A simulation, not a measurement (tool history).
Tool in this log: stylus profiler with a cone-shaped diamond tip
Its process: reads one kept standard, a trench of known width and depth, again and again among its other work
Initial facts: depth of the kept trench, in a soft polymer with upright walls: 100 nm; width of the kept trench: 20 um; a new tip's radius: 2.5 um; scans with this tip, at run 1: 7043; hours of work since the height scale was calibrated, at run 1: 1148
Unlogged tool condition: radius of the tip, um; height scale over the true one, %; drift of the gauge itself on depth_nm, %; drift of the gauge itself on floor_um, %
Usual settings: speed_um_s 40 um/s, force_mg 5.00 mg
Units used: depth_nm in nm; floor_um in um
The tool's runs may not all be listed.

run    hour  speed_um_s  force_mg  scans with this tip  hours of work since the height scale was calibrated  depth_nm  floor_um
  1     0.0          40      5.00                 7043                                                 1148    100.90     18.51
  2    56.0          40      5.00                 7235                                                 1179    100.87     18.53
       88.7  -- height scale calibrated on a step standard
  3   127.5          40      1.77                 7478                                                   22    100.45     18.41
  4   199.8          40      5.00                 7726                                                   62    100.90     18.49
  5   269.3          23      5.00                 7964                                                  101    100.90     18.51
  6   364.5          40      6.96                 8290                                                  154    101.14     18.54
  7   452.4          40      6.96                 8590                                                  203    101.13     18.48
  8   495.7          40      6.96                 8739                                                  227    101.14     18.48
  9   545.8          40      6.96                 8910                                                  255    101.13     18.50
 10   601.5          13      5.00                 9101                                                  286    100.89     18.58
 11   667.5          13      5.00                 9327                                                  323    100.90     18.55
 12   725.9          13      5.00                 9527                                                  355    100.89     18.56
 13   792.2          13      5.00                 9754                                                  392    100.89     18.54
 14   872.6          40      5.00                10029                                                  437    100.89     18.49
 15   926.9          40      5.00                10215                                                  468    100.90     18.45
 16   997.7          95      5.00                10458                                                  507    100.90     18.34
 17  1071.0          40      5.00                10708                                                  548    100.90     18.47
 18  1131.3          40      5.00                10915                                                  582    100.89     18.51
 19  1204.9          40      5.00                11167                                                  623    100.90     18.52
 20  1286.8          40      5.00                11447                                                  668    100.90     18.48
 21  1371.5          40      5.00                11737                                                  716    100.89     18.50
 22  1460.7          40      5.00                12043                                                  765    100.91     18.44
 23  1550.4          37      5.00                12350                                                  815    100.89     18.53
 24  1594.3          96      5.00                12500                                                  840    100.91     18.36
 25  1679.5          96      5.00                12792                                                  888    100.92     18.33
 26  1739.4          76      2.87                12997                                                  921    100.63     18.39
 27  1798.2          97      2.12                13198                                                  954    100.52     18.22
 28  1845.9         116      5.67                13362                                                  980    100.99     18.27
 29  1932.3          23      4.23                13657                                                 1029    100.79     18.53
 30  2014.9          23      4.23                13940                                                 1075    100.80     18.51
 31  2085.1         104      4.14                14180                                                 1114    100.77     18.27
 32  2179.5         104      4.14                14504                                                 1166    100.78     18.31
     2239.7  -- height scale calibrated on a step standard
 33  2269.3          87      3.87                14809                                                   17    100.75     18.29
 34  2328.8          13      8.18                15013                                                   50    101.26     18.52
 35  2383.2          40      1.71                15199                                                   80    100.44     18.42
 36  2479.3          11     12.92                15528                                                  134    101.72     18.62
 37  2530.3          49      2.42                15703                                                  162    100.57     18.46
 38  2623.7          19      4.60                16023                                                  214    100.86     18.54
 39  2690.3          33      1.94                16251                                                  251    100.46     18.48
 40  2736.6          17      7.53                16409                                                  277    101.19     18.56
 41  2777.8          10      4.49                16550                                                  300    100.83     18.58
 42  2854.3          22     12.11                16812                                                  343    101.64     18.54
 43  2923.7          16      1.97                17050                                                  382    100.49     18.50
 44  2990.8          16      1.97                17280                                                  419    100.49     18.52
 45  3084.8          15      3.55                17602                                                  472    100.72     18.54

Entry by entry between the runs, the difference in hidden state between the last listed run before and the first listed run after:
Logged between run 2 and run 3: height scale calibrated on a step standard (hour 88.7)
  height scale over the true one, %: -0.007 -> -0.002
Logged between run 32 and run 33: height scale calibrated on a step standard (hour 2239.7)
  height scale over the true one, %: -0.009 -> 0.001
